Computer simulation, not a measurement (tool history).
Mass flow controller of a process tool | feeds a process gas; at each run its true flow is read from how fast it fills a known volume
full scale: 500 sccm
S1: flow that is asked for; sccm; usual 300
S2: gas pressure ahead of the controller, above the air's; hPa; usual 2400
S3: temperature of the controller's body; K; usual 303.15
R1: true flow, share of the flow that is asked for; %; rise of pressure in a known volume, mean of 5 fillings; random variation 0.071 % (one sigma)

run	hour	S1	S2	S3	R1
1	0.0	300	2400	303.15	99.92
2	319.4	300	2400	303.15	99.81
3	506.2	300	1450	303.15	99.12
4	724.2	300	1450	303.15	98.96
5	1070.7	300	1450	303.15	99.12
6	1279.9	300	1450	303.15	99.16
7	1453.8	300	2330	303.15	99.80
8	1647.4	300	2330	303.15	99.77
# hour 1674.7: controller's zero set anew
9	1970.0	300	2330	303.15	98.49
10	2185.8	351	2330	303.15	99.16
11	2426.0	105	2330	310.15	92.47
12	2696.0	300	2400	304.15	98.73
13	2973.5	300	1520	295.15	96.97
# hour 3121.4: controller's zero set anew, once more
14	3197.3	300	1520	295.15	100.16
15	3363.4	392	1460	294.15	100.38

3 ways to go on from here, each from the tool as it stands after run 15. What would each give?
A	3687.4	101	2400	295.15	?
B	3687.4	392	1460	299.15	?
C	3687.4	392	1650	294.15	?

run	R1
A	99.59
B	100.97
C	100.56
Without the tool's hidden state the same runs would have given:
run	R1
A	98.23
B	99.21
C	98.81

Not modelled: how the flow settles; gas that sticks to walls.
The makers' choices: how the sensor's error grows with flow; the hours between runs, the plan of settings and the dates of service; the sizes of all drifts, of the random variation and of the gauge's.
